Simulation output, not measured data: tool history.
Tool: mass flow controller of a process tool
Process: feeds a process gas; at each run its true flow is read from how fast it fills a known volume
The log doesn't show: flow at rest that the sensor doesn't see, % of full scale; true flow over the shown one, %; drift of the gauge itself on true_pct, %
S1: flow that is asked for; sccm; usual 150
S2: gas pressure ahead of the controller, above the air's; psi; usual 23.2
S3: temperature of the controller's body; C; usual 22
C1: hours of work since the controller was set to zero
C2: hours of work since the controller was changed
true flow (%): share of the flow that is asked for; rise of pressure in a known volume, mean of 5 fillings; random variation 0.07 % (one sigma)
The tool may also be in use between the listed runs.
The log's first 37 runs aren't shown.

run 38 day=195.283 | S1=315 S2=30.3 S3=22 | C1=669 C2=5246 | true_flow_(%)=98.44
run 39 day=198.779 | S1=131 S2=21 S3=22 | C1=732 C2=5308 | true_flow_(%)=97.82
run 40 day=204.229 | S1=150 S2=23.2 S3=27 | C1=829 C2=5406 | true_flow_(%)=98.2
run 41 day=207.108 | S1=349 S2=22.2 S3=22 | C1=880 C2=5457 | true_flow_(%)=98.67
run 42 day=213.679 | S1=349 S2=22.2 S3=33 | C1=998 C2=5574 | true_flow_(%)=99.34
run 43 day=216.558 | S1=169 S2=22.8 S3=29 | C1=1049 C2=5626 | true_flow_(%)=98.32
run 44 day=219.642 | S1=426 S2=22.2 S3=34 | C1=1104 C2=5681 | true_flow_(%)=99.6
run 45 day=226.538 | S1=233 S2=26.7 S3=21 | C1=1227 C2=5804 | true_flow_(%)=97.92
run 46 day=229.462 | S1=261 S2=23.2 S3=37 | C1=1279 C2=5856 | true_flow_(%)=99.26
run 47 day=235.221 | S1=92 S2=23.2 S3=25 | C1=1382 C2=5959 | true_flow_(%)=96.82

3 ways to go on from here, each from the tool as it stands after run 47. What would each give?
run A day=240.125 | S1=150 S2=31.9 S3=22 | C1=1470 C2=6047 | true_flow_(%)=?
run B day=240.125 | S1=312 S2=35.7 S3=36 | C1=1470 C2=6047 | true_flow_(%)=?
run C day=240.125 | S1=266 S2=23.2 S3=24 | C1=1470 C2=6047 | true_flow_(%)=?

run=A true_flow_(%)=97.06
run=B true_flow_(%)=98.96
run=C true_flow_(%)=98.32
Without the tool's hidden state the same runs would have given:
run=A true_flow_(%)=98.94
run=B true_flow_(%)=100.22
run=C true_flow_(%)=99.68

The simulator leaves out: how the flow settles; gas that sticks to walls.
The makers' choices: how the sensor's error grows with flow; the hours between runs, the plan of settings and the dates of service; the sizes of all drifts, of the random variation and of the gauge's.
